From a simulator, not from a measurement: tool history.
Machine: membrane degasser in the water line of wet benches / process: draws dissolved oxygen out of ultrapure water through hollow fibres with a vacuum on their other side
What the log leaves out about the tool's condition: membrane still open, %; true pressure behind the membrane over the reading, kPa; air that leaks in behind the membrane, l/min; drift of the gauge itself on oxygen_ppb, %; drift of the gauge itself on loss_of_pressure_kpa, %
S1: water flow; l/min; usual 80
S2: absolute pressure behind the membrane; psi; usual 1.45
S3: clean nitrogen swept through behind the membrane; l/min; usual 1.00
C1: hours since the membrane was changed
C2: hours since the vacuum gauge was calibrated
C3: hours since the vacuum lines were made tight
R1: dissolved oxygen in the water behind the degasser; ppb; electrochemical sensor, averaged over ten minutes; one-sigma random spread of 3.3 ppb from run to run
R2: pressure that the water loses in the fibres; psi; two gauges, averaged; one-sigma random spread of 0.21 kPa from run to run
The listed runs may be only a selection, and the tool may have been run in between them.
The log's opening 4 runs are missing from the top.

Run 5, hour 283.3: usual settings; C1 3434; C2 3885; C3 6300. Result: R1 911.9 ppb, R2 6.905 psi.
Run 6, hour 365.1: usual settings; C1 3516; C2 3966; C3 6382. Result: R1 919.1 ppb, R2 6.960 psi.
Run 7, hour 432.3: usual settings; C1 3583; C2 4034; C3 6449. Result: R1 920.8 ppb, R2 6.915 psi.
Run 8, hour 477.4: usual settings; C1 3628; C2 4079; C3 6494. Result: R1 918.5 ppb, R2 6.885 psi.
Run 9, hour 527.6: usual settings; C1 3678; C2 4129; C3 6544. Result: R1 918.2 ppb, R2 6.937 psi.
Run 10, hour 571.9: usual settings; C1 3723; C2 4173; C3 6588. Result: R1 921.6 ppb, R2 6.930 psi.
At hour 608.4: seals of the vacuum lines changed.
Run 11, hour 648.4: usual settings but S2 1.48 psi; C1 3797; C2 4248; C3 40. Result: R1 946.6 ppb, R2 6.943 psi.
Run 12, hour 738.2: usual settings; C1 3887; C2 4338; C3 130. Result: R1 922.7 ppb, R2 6.985 psi.
Run 13, hour 823.4: usual settings; C1 3972; C2 4423; C3 215. Result: R1 920.5 ppb, R2 6.946 psi.
Run 14, hour 889.3: usual settings but S1 58 l/min; C1 4038; C2 4489; C3 281. Result: R1 705.6 ppb, R2 5.050 psi.
Run 15, hour 956.5: usual settings but S1 58 l/min, S2 3.21 psi; C1 4105; C2 4556; C3 348. Result: R1 1715.0 ppb, R2 5.013 psi.
Run 16, hour 1051.8: usual settings; C1 4201; C2 4651; C3 443. Result: R1 928.3 ppb, R2 6.952 psi.
Run 17, hour 1148.0: usual settings but S1 54 l/min; C1 4297; C2 4747; C3 540. Result: R1 673.0 ppb, R2 4.698 psi.
Run 18, hour 1193.5: usual settings but S1 54 l/min; C1 4342; C2 4793; C3 585. Result: R1 664.3 ppb, R2 4.673 psi.
Run 19, hour 1262.6: usual settings but S1 54 l/min; C1 4411; C2 4862; C3 654. Result: R1 665.9 ppb, R2 4.720 psi.

Run 20 is up next; what results do you expect?
Run 20, hour 1331.9: usual settings but S1 95 l/min, S2 1.97 psi, S3 0.63 l/min; C1 4481; C2 4931; C3 723. Result: R1 ?, R2 ?.

{"run 20": {"R1": 1885.5, "R2": 8.256}}
Without the tool's hidden state the same run would have given R1 1862.9 ppb, R2 8.048 psi.

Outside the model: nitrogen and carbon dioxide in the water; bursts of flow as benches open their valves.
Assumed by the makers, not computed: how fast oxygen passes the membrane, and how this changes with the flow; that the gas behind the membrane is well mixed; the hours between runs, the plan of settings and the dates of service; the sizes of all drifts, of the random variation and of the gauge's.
